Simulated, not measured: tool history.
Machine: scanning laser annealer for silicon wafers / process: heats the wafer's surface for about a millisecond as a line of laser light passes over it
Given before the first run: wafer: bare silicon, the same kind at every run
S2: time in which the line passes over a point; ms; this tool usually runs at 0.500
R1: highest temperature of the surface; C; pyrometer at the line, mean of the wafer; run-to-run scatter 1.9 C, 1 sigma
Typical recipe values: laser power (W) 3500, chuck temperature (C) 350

Run 1, hour 0.0: usual settings. Result: R1 1126 C.
Run 2, hour 35.1: usual settings. Result: R1 1123 C.
Run 3, hour 69.2: usual settings. Result: R1 1125 C.
Run 4, hour 108.1: usual settings but S2 0.471 ms. Result: R1 1101 C.
Run 5, hour 124.7: usual settings but S2 0.471 ms, chuck temperature (C) 364. Result: R1 1112 C.
Run 6, hour 147.1: usual settings. Result: R1 1116 C.
At hour 165.2: window over the wafer cleaned.
Run 7, hour 170.3: usual settings. Result: R1 1168 C.
Run 8, hour 199.1: usual settings. Result: R1 1163 C.
Run 9, hour 218.9: usual settings. Result: R1 1166 C.
Run 10, hour 244.0: usual settings. Result: R1 1164 C.
Run 11, hour 278.2: usual settings. Result: R1 1162 C.
Run 12, hour 312.9: usual settings. Result: R1 1160 C.
Run 13, hour 331.3: usual settings. Result: R1 1158 C.
Run 14, hour 367.6: usual settings. Result: R1 1158 C.
Run 15, hour 397.2: usual settings but S2 0.544 ms. Result: R1 1190 C.
Run 16, hour 424.5: usual settings but S2 0.544 ms. Result: R1 1190 C.
Run 17, hour 446.6: usual settings but S2 0.544 ms. Result: R1 1188 C.
Run 18, hour 483.9: usual settings but laser power (W) 3369. Result: R1 1114 C.
Run 19, hour 505.8: usual settings. Result: R1 1152 C.
Run 20, hour 541.4: usual settings. Result: R1 1154 C.
Run 21, hour 575.3: usual settings. Result: R1 1150 C.
Run 22, hour 595.5: usual settings. Result: R1 1144 C.
Run 23, hour 635.1: usual settings. Result: R1 1147 C.
Run 24, hour 652.9: usual settings. Result: R1 1145 C.
At hour 673.9: optics aligned, line set to its width.
Run 25, hour 692.4: usual settings. Result: R1 1158 C.
Run 26, hour 715.3: usual settings. Result: R1 1155 C.
Run 27, hour 736.7: usual settings but laser power (W) 3645, S2 0.356 ms, chuck temperature (C) 365. Result: R1 1089 C.
Run 28, hour 753.5: usual settings but laser power (W) 3794, S2 0.372 ms, chuck temperature (C) 380. Result: R1 1154 C.
Run 29, hour 794.2: usual settings but laser power (W) 2989, S2 0.559 ms, chuck temperature (C) 389. Result: R1 1074 C.
Run 30, hour 822.5: usual settings but laser power (W) 3211, S2 0.559 ms, chuck temperature (C) 364. Result: R1 1117 C.
Run 31, hour 848.7: usual settings but laser power (W) 3804, S2 0.586 ms, chuck temperature (C) 332. Result: R1 1300 C.
Run 32, hour 878.8: usual settings but laser power (W) 3576, S2 0.586 ms, chuck temperature (C) 329. Result: R1 1217 C.
Run 33, hour 899.3: usual settings but laser power (W) 3842, S2 0.362 ms, chuck temperature (C) 329. Result: R1 1101 C.
Run 34, hour 928.9: usual settings but laser power (W) 3842, S2 0.362 ms, chuck temperature (C) 329. Result: R1 1101 C.
Run 35, hour 953.8: usual settings but S2 0.594 ms. Result: R1 1215 C.
Run 36, hour 982.4: usual settings but laser power (W) 3442, S2 0.372 ms, chuck temperature (C) 315. Result: R1 987 C.
Run 37, hour 1011.5: usual settings but laser power (W) 3845, S2 0.414 ms, chuck temperature (C) 325. Result: R1 1144 C.
Run 38, hour 1039.8: usual settings but laser power (W) 3409, S2 0.487 ms, chuck temperature (C) 370. Result: R1 1124 C.
Run 39, hour 1067.0: usual settings but laser power (W) 3409, S2 0.494 ms, chuck temperature (C) 370. Result: R1 1129 C.
Run 40, hour 1084.4: usual settings but laser power (W) 3848, S2 0.576 ms, chuck temperature (C) 370. Result: R1 1330 C.
Run 41, hour 1120.0: usual settings but laser power (W) 3460. Result: R1 1123 C.

What if the next run were any one of these 3? Each begins from the tool's condition after run 41:
Run A, hour 1138.6: usual settings but laser power (W) 3335. Result: R1 ?.
Run B, hour 1138.6: usual settings but S2 0.494 ms. Result: R1 ?.
Run C, hour 1138.6: usual settings but laser power (W) 3090. Result: R1 ?.

run    R1
  A  1086
  B  1135
  C  1016
Without the tool's hidden state the same runs would have given:
run    R1
  A  1121
  B  1172
  C  1048

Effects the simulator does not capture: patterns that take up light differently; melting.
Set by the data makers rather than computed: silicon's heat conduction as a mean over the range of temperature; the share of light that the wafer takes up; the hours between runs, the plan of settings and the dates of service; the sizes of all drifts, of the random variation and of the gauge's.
